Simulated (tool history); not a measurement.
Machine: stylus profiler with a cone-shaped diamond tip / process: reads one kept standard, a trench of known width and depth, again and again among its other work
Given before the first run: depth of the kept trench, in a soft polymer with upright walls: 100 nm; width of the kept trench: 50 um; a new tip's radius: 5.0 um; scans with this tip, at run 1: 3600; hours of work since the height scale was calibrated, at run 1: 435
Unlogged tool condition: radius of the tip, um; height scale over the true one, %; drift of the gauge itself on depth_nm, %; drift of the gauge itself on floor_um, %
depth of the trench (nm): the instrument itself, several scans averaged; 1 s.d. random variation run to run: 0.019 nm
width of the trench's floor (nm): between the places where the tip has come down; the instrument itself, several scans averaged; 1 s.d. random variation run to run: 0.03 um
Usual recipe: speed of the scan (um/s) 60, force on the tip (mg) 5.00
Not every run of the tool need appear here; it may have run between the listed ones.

| run | hour | speed of the scan (um/s) | force on the tip (mg) | scans with this tip | hours of work since the height scale was calibrated | depth of the trench (nm) | width of the trench's floor (nm) |
|---|---|---|---|---|---|---|---|
| 1 | 0.0 | 60 | 5.00 | 3600 | 435 | 102.02 | 47780 |
| 2 | 18.2 | 60 | 5.00 | 3694 | 447 | 102.03 | 47750 |
| 3 | 29.7 | 60 | 3.54 | 3755 | 454 | 101.60 | 47790 |
| 4 | 51.7 | 60 | 3.54 | 3869 | 468 | 101.60 | 47760 |
| 5 | 74.5 | 60 | 3.54 | 3987 | 482 | 101.65 | 47820 |
| 6 | 86.0 | 60 | 13.68 | 4047 | 489 | 103.96 | 47920 |
| 7 | 96.4 | 60 | 13.68 | 4101 | 496 | 103.96 | 47910 |
| 8 | 117.8 | 60 | 5.00 | 4213 | 509 | 102.03 | 47770 |
| 9 | 130.8 | 60 | 5.00 | 4280 | 518 | 102.01 | 47770 |
| 10 | 143.0 | 60 | 6.98 | 4343 | 525 | 102.55 | 47810 |
| 11 | 159.5 | 60 | 5.00 | 4429 | 536 | 102.05 | 47810 |
| 12 | 170.6 | 60 | 5.00 | 4487 | 543 | 101.99 | 47810 |
| 13 | 182.2 | 60 | 5.00 | 4547 | 550 | 102.02 | 47730 |
| 14 | 195.9 | 60 | 5.00 | 4618 | 558 | 102.04 | 47770 |
| 15 | 209.0 | 60 | 5.00 | 4687 | 567 | 102.02 | 47830 |
| 16 | 222.3 | 18 | 5.00 | 4756 | 575 | 102.01 | 47910 |
| 17 | 240.1 | 18 | 5.00 | 4849 | 586 | 102.02 | 47960 |
| 18 | 256.4 | 18 | 5.00 | 4933 | 597 | 102.05 | 47930 |
| 19 | 269.3 | 18 | 5.00 | 5000 | 605 | 102.03 | 47960 |
| 20 | 286.3 | 18 | 5.00 | 5089 | 615 | 102.01 | 47960 |
| 21 | 297.1 | 18 | 5.00 | 5145 | 622 | 102.03 | 47920 |
| 22 | 314.3 | 18 | 5.00 | 5234 | 633 | 102.01 | 47940 |
| 23 | 334.3 | 18 | 5.00 | 5338 | 645 | 102.00 | 47970 |
| 24 | 349.8 | 60 | 5.00 | 5419 | 655 | 102.04 | 47840 |
| 25 | 372.9 | 53 | 3.05 | 5539 | 670 | 101.45 | 47770 |
| 26 | 386.8 | 53 | 3.05 | 5611 | 678 | 101.47 | 47740 |
| 27 | 406.0 | 36 | 4.49 | 5711 | 691 | 101.89 | 47870 |
| 28 | 423.9 | 60 | 7.96 | 5804 | 702 | 102.76 | 47770 |
| 29 | 434.6 | 80 | 2.12 | 5860 | 709 | 101.15 | 47560 |
| 30 | 451.7 | 91 | 7.63 | 5949 | 719 | 102.64 | 47730 |
| 31 | 462.4 | 30 | 7.19 | 6005 | 726 | 102.58 | 47920 |
| 32 | 484.3 | 230 | 3.82 | 6118 | 740 | 101.66 | 47040 |
| 33 | 506.3 | 230 | 3.82 | 6233 | 754 | 101.68 | 47020 |
| 34 | 521.7 | 230 | 3.82 | 6313 | 763 | 101.67 | 47070 |
| 35 | 532.5 | 230 | 3.82 | 6369 | 770 | 101.70 | 47050 |
| 36 | 543.3 | 230 | 3.82 | 6426 | 777 | 101.65 | 47010 |
| 37 | 567.0 | 230 | 3.82 | 6549 | 792 | 101.68 | 47050 |
| 38 | 586.5 | 151 | 5.43 | 6650 | 804 | 102.14 | 47470 |
| 39 | 610.1 | 74 | 2.02 | 6773 | 819 | 101.12 | 47580 |
| 40 | 632.7 | 74 | 2.02 | 6891 | 833 | 101.10 | 47580 |
| 41 | 653.3 | 68 | 4.35 | 6997 | 846 | 101.83 | 47730 |
| 42 | 669.7 | 151 | 14.51 | 7082 | 856 | 104.13 | 47680 |
| 43 | 680.8 | 218 | 1.92 | 7140 | 863 | 101.08 | 46710 |
| 44 | 704.5 | 218 | 1.92 | 7264 | 878 | 101.08 | 46750 |
| 45 | 726.3 | 21 | 5.41 | 7377 | 892 | 102.13 | 47970 |
| 46 | 742.5 | 97 | 1.94 | 7461 | 902 | 101.05 | 47390 |
| 47 | 762.2 | 97 | 1.94 | 7564 | 915 | 101.11 | 47420 |

Here are 3 independent what-if runs from the current tool condition. What would each one return?
| A | 775.1 | 97 | 4.98 | 7631 | 923 | ? | ? |
| B | 775.1 | 115 | 9.56 | 7631 | 923 | ? | ? |
| C | 775.1 | 143 | 5.42 | 7631 | 923 | ? | ? |

| run | depth of the trench (nm) | width of the trench's floor (nm) |
|---|---|---|
| A | 102.00 | 47620 |
| B | 103.14 | 47700 |
| C | 102.17 | 47490 |
Without the tool's unlogged condition, the same runs would have read:
| run | depth of the trench (nm) | width of the trench's floor (nm) |
|---|---|---|
| A | 102.00 | 47630 |
| B | 103.14 | 47710 |
| C | 102.17 | 47500 |
